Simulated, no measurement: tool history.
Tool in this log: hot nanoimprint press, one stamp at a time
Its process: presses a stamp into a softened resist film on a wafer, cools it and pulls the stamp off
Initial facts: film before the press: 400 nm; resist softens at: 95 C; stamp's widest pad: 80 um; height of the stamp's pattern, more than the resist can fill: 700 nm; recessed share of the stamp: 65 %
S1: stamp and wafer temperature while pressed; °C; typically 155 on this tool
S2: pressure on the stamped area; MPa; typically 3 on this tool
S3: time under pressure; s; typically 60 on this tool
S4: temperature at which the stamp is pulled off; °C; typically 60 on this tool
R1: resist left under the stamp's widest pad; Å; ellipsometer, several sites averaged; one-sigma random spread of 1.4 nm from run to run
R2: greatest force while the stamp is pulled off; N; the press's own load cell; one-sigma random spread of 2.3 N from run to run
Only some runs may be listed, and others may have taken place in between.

| run | hour | S1 | S2 | S3 | S4 | R1 | R2 |
|---|---|---|---|---|---|---|---|
| 1 | 0 | 155 | 3 | 60 | 60 | 2139 | 139 |
| 2 | 31.7 | 155 | 3 | 60 | 60 | 2114 | 143 |
| 3 | 65.6 | 155 | 3 | 60 | 60 | 2126 | 152 |
|  | 107.6 | stamp cleaned and given a new release coat |
| 4 | 107.6 | 155 | 3 | 68 | 60 | 2016 | 98 |
| 5 | 145.2 | 155 | 3 | 68 | 60 | 1993 | 103 |
| 6 | 171.1 | 155 | 3 | 68 | 60 | 1974 | 107 |
| 7 | 194.3 | 155 | 3 | 68 | 60 | 1989 | 112 |
| 8 | 212.7 | 164 | 3 | 60 | 60 | 1297 | 114 |
| 9 | 233.4 | 164 | 3 | 60 | 60 | 1288 | 115 |
| 10 | 268.8 | 164 | 3 | 60 | 60 | 1270 | 124 |
| 11 | 285.7 | 164 | 3 | 60 | 60 | 1278 | 123 |
| 12 | 308.7 | 164 | 3 | 60 | 60 | 1255 | 120 |
| 13 | 343.3 | 164 | 3 | 60 | 60 | 1247 | 132 |
| 14 | 366.8 | 164 | 3 | 60 | 60 | 1256 | 138 |
|  | 379.4 | plate thermocouple calibrated |
| 15 | 404.4 | 164 | 3 | 60 | 60 | 1351 | 142 |
| 16 | 442.8 | 164 | 3 | 60 | 60 | 1344 | 146 |
| 17 | 468 | 166 | 4.37 | 78 | 60 | 870 | 148 |
|  | 503.4 | stamp cleaned and given a new release coat |
| 18 | 514.3 | 166 | 2.43 | 78 | 66 | 1229 | 91 |
| 19 | 535.7 | 145 | 3 | 51 | 59 | 3336 | 108 |
| 20 | 569.1 | 157 | 4.6 | 96 | 60 | 1279 | 114 |
| 21 | 592.3 | 157 | 4.6 | 96 | 60 | 1260 | 116 |
| 22 | 613 | 155 | 4.6 | 40 | 60 | 1932 | 115 |
| 23 | 635.4 | 163 | 3 | 60 | 60 | 1359 | 116 |
| 24 | 653.5 | 164 | 3.94 | 112 | 60 | 871 | 118 |
| 25 | 688.4 | 146 | 4.2 | 97 | 58 | 2490 | 133 |
| 26 | 719.6 | 146 | 4.2 | 97 | 58 | 2468 | 131 |
| 27 | 740.4 | 146 | 4.2 | 97 | 66 | 2463 | 124 |
| 28 | 765.2 | 155 | 3 | 60 | 62 | 2050 | 127 |
| 29 | 794.6 | 155 | 3 | 60 | 62 | 2021 | 133 |
| 30 | 827.7 | 162 | 3 | 60 | 60 | 1403 | 136 |
|  | 853.8 | plate thermocouple calibrated |
| 31 | 857.9 | 162 | 1.86 | 46 | 60 | 2097 | 150 |

Results for each run, recomputed without the tool's hidden state and with each run's random variation untouched:
Unlogged tool condition in this case: true temperature over the reading, C; pressure that arrives at the usual setting, %; grip of the stamp's worn release coat, % over a new coat's; drift of the gauge itself on residual_nm, %; drift of the gauge itself on pull_off_n, %.
| run | R1 | R2 |
|---|---|---|
| 1 | 2167 | 99 |
| 2 | 2152 | 99 |
| 3 | 2176 | 102 |
| 4 | 2075 | 99 |
| 5 | 2063 | 99 |
| 6 | 2052 | 100 |
| 7 | 2076 | 102 |
| 8 | 1355 | 101 |
| 9 | 1349 | 100 |
| 10 | 1338 | 104 |
| 11 | 1350 | 101 |
| 12 | 1330 | 96 |
| 13 | 1330 | 102 |
| 14 | 1344 | 104 |
| 15 | 1345 | 100 |
| 16 | 1345 | 99 |
| 17 | 869 | 99 |
| 18 | 1246 | 91 |
| 19 | 3369 | 105 |
| 20 | 1301 | 107 |
| 21 | 1287 | 105 |
| 22 | 1978 | 102 |
| 23 | 1402 | 100 |
| 24 | 897 | 100 |
| 25 | 2589 | 108 |
| 26 | 2579 | 103 |
| 27 | 2583 | 95 |
| 28 | 2161 | 95 |
| 29 | 2141 | 97 |
| 30 | 1492 | 95 |
| 31 | 2093 | 100 |

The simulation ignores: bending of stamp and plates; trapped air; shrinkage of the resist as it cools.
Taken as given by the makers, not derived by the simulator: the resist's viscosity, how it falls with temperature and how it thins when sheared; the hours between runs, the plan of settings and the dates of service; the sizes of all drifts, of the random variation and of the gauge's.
